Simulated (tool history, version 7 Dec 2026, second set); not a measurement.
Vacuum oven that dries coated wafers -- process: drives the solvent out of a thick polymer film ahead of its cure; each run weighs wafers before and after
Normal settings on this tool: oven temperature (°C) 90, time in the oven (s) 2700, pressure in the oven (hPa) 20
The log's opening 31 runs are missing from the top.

| run | hour | oven temperature (°C) | time in the oven (s) | pressure in the oven (hPa) | solvent left in the film (%) |
|---|---|---|---|---|---|
| 32 | 471 | 90 | 3000 | 20 | 3.23 |
| 33 | 492.5 | 90 | 3900 | 59.6 | 5.39 |
| 34 | 512.2 | 99 | 2700 | 32.7 | 2.25 |
| 35 | 522.9 | 99 | 2700 | 32.7 | 2.23 |
| 36 | 541.8 | 101 | 3840 | 61.5 | 3.27 |
| 37 | 562 | 101 | 3840 | 61.5 | 3.29 |
| 38 | 583.4 | 90 | 2700 | 20.5 | 3.6 |
| 39 | 594.9 | 90 | 3360 | 21.4 | 2.93 |
| 40 | 616.2 | 87 | 1860 | 18.3 | 6.42 |
| 41 | 636.5 | 94 | 1860 | 57.7 | 6.09 |
| 42 | 656.3 | 81 | 2700 | 68.6 | 11.05 |
| 43 | 674.9 | 83 | 3660 | 38 | 6.28 |

Each row is a separate what-if for the run after 43, all from the same tool condition, not one after another. Results?
| A | 695.6 | 83 | 3960 | 38 | ? |
| B | 695.6 | 90 | 2700 | 12 | ? |
| C | 695.6 | 83 | 3660 | 67.5 | ? |

| run | solvent left in the film (%) |
|---|---|
| A | 5.94 |
| B | 3.03 |
| C | 8.74 |
What these runs would have given with no unlogged condition in the tool:
| run | solvent left in the film (%) |
|---|---|
| A | 6.12 |
| B | 3.17 |
| C | 8.96 |
